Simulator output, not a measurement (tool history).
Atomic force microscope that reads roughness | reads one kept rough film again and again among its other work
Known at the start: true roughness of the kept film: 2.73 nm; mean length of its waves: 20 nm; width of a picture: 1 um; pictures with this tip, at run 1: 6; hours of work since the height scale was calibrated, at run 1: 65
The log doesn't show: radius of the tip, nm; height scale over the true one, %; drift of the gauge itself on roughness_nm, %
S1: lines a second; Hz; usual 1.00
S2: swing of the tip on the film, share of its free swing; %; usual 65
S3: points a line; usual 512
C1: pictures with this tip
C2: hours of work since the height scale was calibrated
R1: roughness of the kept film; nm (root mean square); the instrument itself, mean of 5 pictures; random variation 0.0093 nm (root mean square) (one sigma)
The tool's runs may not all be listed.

run 1 hour=0.0 | S1=1.00 S2=65 S3=512 | C1=6 C2=65 | R1=2.078
run 2 hour=14.5 | S1=1.00 S2=65 S3=512 | C1=16 C2=71 | R1=2.035
run 3 hour=25.2 | S1=1.00 S2=65 S3=512 | C1=23 C2=76 | R1=1.980
run 4 hour=41.9 | S1=1.00 S2=65 S3=349 | C1=35 C2=83 | R1=1.920
run 5 hour=53.0 | S1=1.00 S2=65 S3=349 | C1=42 C2=88 | R1=1.887
run 6 hour=64.9 | S1=1.00 S2=74 S3=349 | C1=50 C2=94 | R1=1.831
run 7 hour=74.6 | S1=1.00 S2=74 S3=349 | C1=57 C2=98 | R1=1.812
run 8 hour=84.7 | S1=1.00 S2=74 S3=349 | C1=64 C2=103 | R1=1.788
run 9 hour=94.9 | S1=1.00 S2=74 S3=349 | C1=71 C2=107 | R1=1.750
run 10 hour=107.9 | S1=1.00 S2=74 S3=349 | C1=79 C2=113 | R1=1.713
run 11 hour=118.6 | S1=1.00 S2=69 S3=349 | C1=87 C2=118 | R1=1.707
run 12 hour=129.9 | S1=1.00 S2=82 S3=349 | C1=94 C2=123 | R1=1.640
run 13 hour=147.2 | S1=1.00 S2=65 S3=512 | C1=106 C2=131 | R1=1.667
run 14 hour=163.9 | S1=1.00 S2=65 S3=512 | C1=117 C2=138 | R1=1.629
run 15 hour=176.7 | S1=1.00 S2=65 S3=512 | C1=126 C2=144 | R1=1.597
run 16 hour=185.3 | S1=3.24 S2=65 S3=512 | C1=132 C2=148 | R1=1.521
run 17 hour=199.4 | S1=3.24 S2=65 S3=512 | C1=141 C2=154 | R1=1.493
run 18 hour=211.8 | S1=3.24 S2=65 S3=512 | C1=150 C2=160 | R1=1.461
run 19 hour=222.7 | S1=3.24 S2=65 S3=512 | C1=157 C2=164 | R1=1.449
run 20 hour=237.5 | S1=1.00 S2=88 S3=512 | C1=167 C2=171 | R1=1.441
run 21 hour=252.7 | S1=1.00 S2=88 S3=512 | C1=177 C2=178 | R1=1.404
run 22 hour=267.6 | S1=1.00 S2=73 S3=512 | C1=187 C2=185 | R1=1.424
run 23 hour=275.0 | S1=2.67 S2=73 S3=512 | C1=192 C2=188 | R1=1.359
run 24 hour=284.1 | S1=1.00 S2=65 S3=512 | C1=199 C2=192 | R1=1.404
run 25 hour=291.7 | S1=1.00 S2=65 S3=512 | C1=204 C2=195 | R1=1.406
run 26 hour=300.6 | S1=1.24 S2=65 S3=512 | C1=210 C2=199 | R1=1.370
run 27 hour=317.5 | S1=1.00 S2=55 S3=512 | C1=221 C2=207 | R1=1.375
run 28 hour=329.1 | S1=1.10 S2=64 S3=512 | C1=229 C2=212 | R1=1.353
run 29 hour=338.9 | S1=1.10 S2=64 S3=512 | C1=236 C2=217 | R1=1.336
run 30 hour=353.6 | S1=1.14 S2=58 S3=579 | C1=246 C2=223 | R1=1.316
run 31 hour=368.8 | S1=1.14 S2=58 S3=579 | C1=256 C2=230 | R1=1.304
run 32 hour=383.2 | S1=1.14 S2=58 S3=579 | C1=266 C2=236 | R1=1.271
run 33 hour=396.7 | S1=0.59 S2=66 S3=544 | C1=275 C2=243 | R1=1.272
run 34 hour=413.3 | S1=0.59 S2=77 S3=544 | C1=286 C2=250 | R1=1.228
run 35 hour=423.3 | S1=0.63 S2=66 S3=380 | C1=293 C2=254 | R1=1.216
-- hour=431.9 new tip fitted
run 36 hour=436.9 | S1=1.99 S2=65 S3=970 | C1=4 C2=260 | R1=2.032
run 37 hour=451.3 | S1=1.99 S2=65 S3=970 | C1=13 C2=267 | R1=1.963
run 38 hour=461.6 | S1=1.99 S2=65 S3=970 | C1=20 C2=271 | R1=1.964
run 39 hour=477.8 | S1=2.43 S2=68 S3=267 | C1=31 C2=279 | R1=1.827
run 40 hour=490.8 | S1=2.43 S2=68 S3=267 | C1=40 C2=285 | R1=1.783
run 41 hour=507.6 | S1=1.57 S2=80 S3=761 | C1=51 C2=292 | R1=1.780
run 42 hour=518.7 | S1=1.00 S2=66 S3=792 | C1=59 C2=297 | R1=1.800
run 43 hour=526.5 | S1=0.90 S2=86 S3=512 | C1=64 C2=301 | R1=1.741
run 44 hour=533.8 | S1=1.76 S2=62 S3=472 | C1=69 C2=304 | R1=1.756
run 45 hour=546.7 | S1=1.76 S2=62 S3=472 | C1=78 C2=310 | R1=1.707
run 46 hour=562.7 | S1=0.74 S2=62 S3=368 | C1=89 C2=317 | R1=1.693
run 47 hour=570.9 | S1=0.74 S2=62 S3=400 | C1=94 C2=320 | R1=1.685
run 48 hour=582.2 | S1=2.54 S2=65 S3=512 | C1=102 C2=325 | R1=1.612
run 49 hour=596.7 | S1=1.10 S2=75 S3=512 | C1=112 C2=332 | R1=1.589
run 50 hour=613.1 | S1=1.10 S2=75 S3=512 | C1=123 C2=339 | R1=1.567
run 51 hour=624.2 | S1=1.10 S2=75 S3=512 | C1=130 C2=344 | R1=1.560
run 52 hour=637.3 | S1=0.81 S2=66 S3=360 | C1=139 C2=350 | R1=1.511
run 53 hour=646.9 | S1=0.81 S2=66 S3=360 | C1=146 C2=355 | R1=1.519

Some steps in R1 between neighbouring runs. How much of each would the tool show without its hidden state too (settings, what came in, random variation), and how much is left for the hidden state, with any gauge scatter that isn't in both results?
Run 3 -> 4: S3 512 -> 349. R1 -0.060 nm (root mean square): hidden state -0.052, all else -0.008.
Run 12 -> 13: S2 82 -> 65, S3 349 -> 512. R1 +0.027 nm (root mean square): hidden state -0.059, all else +0.086.
Run 15 -> 16: S1 1.00 -> 3.24. R1 -0.076 nm (root mean square): hidden state -0.003, all else -0.073.
Run 35 -> 36: S1 0.63 -> 1.99, S2 66 -> 65, S3 380 -> 970, new tip fitted. R1 +0.816 nm (root mean square): hidden state +0.819, all else -0.003.
Run 38 -> 39: S1 1.99 -> 2.43, S2 65 -> 68, S3 970 -> 267. R1 -0.137 nm (root mean square): hidden state -0.042, all else -0.095.

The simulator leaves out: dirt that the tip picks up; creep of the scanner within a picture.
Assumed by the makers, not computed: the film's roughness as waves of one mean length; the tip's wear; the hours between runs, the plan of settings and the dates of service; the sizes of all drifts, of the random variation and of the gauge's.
